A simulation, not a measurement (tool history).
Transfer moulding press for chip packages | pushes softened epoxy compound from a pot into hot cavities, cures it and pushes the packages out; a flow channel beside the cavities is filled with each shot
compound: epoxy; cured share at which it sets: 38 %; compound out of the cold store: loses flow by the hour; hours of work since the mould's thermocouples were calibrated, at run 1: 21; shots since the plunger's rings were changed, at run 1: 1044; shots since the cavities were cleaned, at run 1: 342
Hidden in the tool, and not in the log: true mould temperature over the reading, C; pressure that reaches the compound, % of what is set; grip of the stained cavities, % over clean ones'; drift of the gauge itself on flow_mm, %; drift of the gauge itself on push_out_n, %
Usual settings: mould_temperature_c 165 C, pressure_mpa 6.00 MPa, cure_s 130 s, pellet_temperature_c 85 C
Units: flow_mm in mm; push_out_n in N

run   hour  mould_temperature_c  pressure_mpa  cure_s  pellet_temperature_c  hours of work since the mould's thermocouples were calibrated  shots since the plunger's rings were changed  shots since the cavities were cleaned  incoming compound's hours out of the cold store  flow_mm  push_out_n
  1    0.0                  165          6.00     130                    85                                                             21                                          1044                                    342                                             44.2      446         518
  2    7.8                  161          6.00     130                    85                                                             24                                          1100                                    398                                             33.1      475         574
  3   21.0                  165          6.00     130                    83                                                             31                                          1195                                    493                                             18.3      505         529
  4   28.7                  165          6.00     130                    85                                                             35                                          1250                                    548                                             30.0      477         567
  5   42.2                  165          5.37     130                    85                                                             42                                          1347                                    645                                             25.7      462         584
      46.5  -- cavities cleaned with cleaning compound and waxed
  6   57.5                  165          5.37     130                    85                                                             48                                          1447                                     80                                             12.7      491         671
  7   70.3                  165          5.37     130                    85                                                             55                                          1539                                    172                                             31.2      445         661
  8   88.6                  165          5.37     130                    85                                                             64                                          1671                                    304                                             46.3      415         652
  9   99.0                  166          6.00     130                    85                                                             69                                          1745                                    378                                             11.9      514         693
 10  114.5                  166          6.00     130                    85                                                             77                                          1857                                    490                                             19.8      496         670
     129.5  -- cavities cleaned with cleaning compound and waxed, once more
 11  132.3                  166          6.00     130                    85                                                             85                                          1974                                     20                                             20.5      492         360
 12  142.0                  165          6.00     142                    81                                                             90                                          2044                                     90                                             26.6      480         401
 13  152.0                  165          5.65     130                    95                                                             95                                          2116                                    162                                             14.3      494         439
 14  166.0                  165          5.80     155                    79                                                            102                                          2217                                    263                                             24.4      476         457
 15  181.6                  170          6.57     130                    83                                                            109                                          2329                                    375                                             22.5      506         475
 16  197.9                  170          6.57     130                    83                                                            118                                          2447                                    493                                             17.4      516         533
     210.0  -- plunger's sealing rings changed
 17  216.0                  170          6.57     130                    83                                                            125                                            43                                    605                                             35.5      489         522
     226.0  -- cavities cleaned with cleaning compound and waxed
 18  234.8                  172          5.98     130                    85                                                            134                                           167                                     63                                             26.1      485         376
 19  253.4                  172          5.98     130                    85                                                            143                                           301                                    197                                             13.2      515         422

The same runs without the tool's hidden state, with the same run-to-run variation:
run  flow_mm  push_out_n
  1      454         364
  2      484         388
  3      515         345
  4      486         361
  5      472         360
  6      502         368
  7      456         360
  8      426         348
  9      527         373
 10      509         348
 11      506         347
 12      495         354
 13      509         362
 14      492         347
 15      523         337
 16      535         354
 17      489         326
 18      486         340
 19      517         336

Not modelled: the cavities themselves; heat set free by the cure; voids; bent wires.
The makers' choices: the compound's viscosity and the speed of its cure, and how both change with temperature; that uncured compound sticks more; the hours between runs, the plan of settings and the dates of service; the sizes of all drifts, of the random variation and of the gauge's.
